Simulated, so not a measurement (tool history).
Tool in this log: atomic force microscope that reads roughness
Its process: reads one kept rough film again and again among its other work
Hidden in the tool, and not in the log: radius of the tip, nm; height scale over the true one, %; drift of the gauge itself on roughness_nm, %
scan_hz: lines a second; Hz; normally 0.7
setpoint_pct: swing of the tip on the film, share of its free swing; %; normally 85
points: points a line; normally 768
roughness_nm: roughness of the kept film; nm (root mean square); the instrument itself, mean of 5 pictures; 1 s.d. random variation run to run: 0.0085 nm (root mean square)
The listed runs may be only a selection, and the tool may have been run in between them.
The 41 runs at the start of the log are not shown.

run   hour  scan_hz  setpoint_pct  points  pictures with this tip  hours of work since the height scale was calibrated  roughness_nm
 42  486.1      0.7            85     865                     140                                                  158         1.788
     496.5  -- new tip fitted
 43    497      0.7            88     268                       1                                                  166         1.825
 44  504.8      0.7            88     268                      21                                                  173         1.818
 45  517.3    0.988            82     899                      54                                                  183         1.805
 46    526    0.512            85     768                      76                                                  189         1.843
 47  537.3    0.512            85     768                     106                                                  198         1.833
 48    545      0.7            85     341                     126                                                  205         1.785
 49  555.1    0.894            79     768                     152                                                  213         1.774
     561.1  -- new tip fitted
 50  567.7    0.559            90     953                      18                                                  222         1.856
 51  579.5    0.544            82     302                      48                                                  232         1.867

5 ways to go on from here, each from the tool as it stands after run 51. What would each give?
  A  590.5     3.58            90     302                      77                                                  241             ?
  B  590.5    1.359            75     481                      77                                                  241             ?
  C  590.5    1.022            61     302                      77                                                  241             ?
  D  590.5      0.7            59     768                      77                                                  241             ?
  E  590.5    3.336            82     302                      77                                                  241             ?

run  roughness_nm
  A         1.331
  B         1.789
  C         1.891
  D         1.901
  E          1.49
Without the tool's unlogged condition, the same runs would have read:
run  roughness_nm
  A          1.38
  B         1.855
  C          1.96
  D         1.971
  E         1.544
